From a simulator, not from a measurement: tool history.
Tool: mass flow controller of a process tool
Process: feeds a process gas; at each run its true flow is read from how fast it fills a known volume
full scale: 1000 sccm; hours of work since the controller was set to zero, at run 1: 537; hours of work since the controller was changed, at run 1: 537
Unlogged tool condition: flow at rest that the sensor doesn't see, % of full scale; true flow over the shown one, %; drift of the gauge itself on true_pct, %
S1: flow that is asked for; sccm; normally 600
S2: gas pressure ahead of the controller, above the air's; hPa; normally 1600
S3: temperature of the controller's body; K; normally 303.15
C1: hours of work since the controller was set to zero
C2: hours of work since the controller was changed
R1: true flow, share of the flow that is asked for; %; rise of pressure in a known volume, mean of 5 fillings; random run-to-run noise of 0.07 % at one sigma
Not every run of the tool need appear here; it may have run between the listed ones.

run	day	S1	S2	S3	C1	C2	R1
1	0	600	1600	303.15	537	537	98.27
2	4.046	600	1740	303.15	573	573	98.39
3	6.288	600	1600	301.15	593	593	98.56
4	9.842	600	1600	301.15	625	625	98.53
5	11.6	600	1600	303.15	640	640	98.28
6	14.225	600	1950	303.15	664	664	98.61
7	17.421	600	1560	303.15	692	692	98.26
8	21.596	600	1600	297.15	729	729	98.94
9	25.479	600	1600	295.15	764	764	99.2
10	29.383	600	2580	303.15	798	798	99
11	33.096	600	1600	303.15	831	831	98.35
12	34.967	600	1600	312.15	848	848	97.29
13	38.592	600	1600	312.15	880	880	97.1
14	40.388	600	1600	297.15	896	896	98.88
15	44.621	600	1600	297.15	933	933	99.05
16	48.033	600	1600	303.15	964	964	98.26
17	49.783	600	2260	303.15	979	979	98.79
18	52.025	600	2260	303.15	999	999	98.55
19	55.175	600	2260	303.15	1027	1027	98.6
20	58.417	364	2740	299.15	1056	1056	98.8
21	62.238	364	2740	299.15	1090	1090	98.98
22	65.671	600	1600	297.15	1120	1120	98.94
23	68.692	600	1600	297.15	1147	1147	99.01
24	71.467	213	1420	310.15	1172	1172	96.58
25	75.567	213	1420	310.15	1208	1208	96.51
26	77.854	875	2760	310.15	1228	1228	98.76
27	81.504	142	1600	303.15	1261	1261	97.18
28	84.733	852	2110	299.15	1289	1289	99.5
29	87.467	422	1850	299.15	1313	1313	98.6
30	90.196	422	1850	299.15	1338	1338	98.54
31	94.4	422	1850	299.15	1375	1375	98.51
32	96.412	422	1850	299.15	1393	1393	98.55

Here are 3 independent what-if runs from the current tool condition. What would each one return?
A	99.579	422	1850	301.15	1421	1421	?
B	99.579	422	1600	294.15	1421	1421	?
C	99.579	362	2530	304.15	1421	1421	?

run	R1
A	98.22
B	98.79
C	98.24
With no hidden state in the tool, these same runs would have given:
run	R1
A	98.21
B	98.79
C	98.24

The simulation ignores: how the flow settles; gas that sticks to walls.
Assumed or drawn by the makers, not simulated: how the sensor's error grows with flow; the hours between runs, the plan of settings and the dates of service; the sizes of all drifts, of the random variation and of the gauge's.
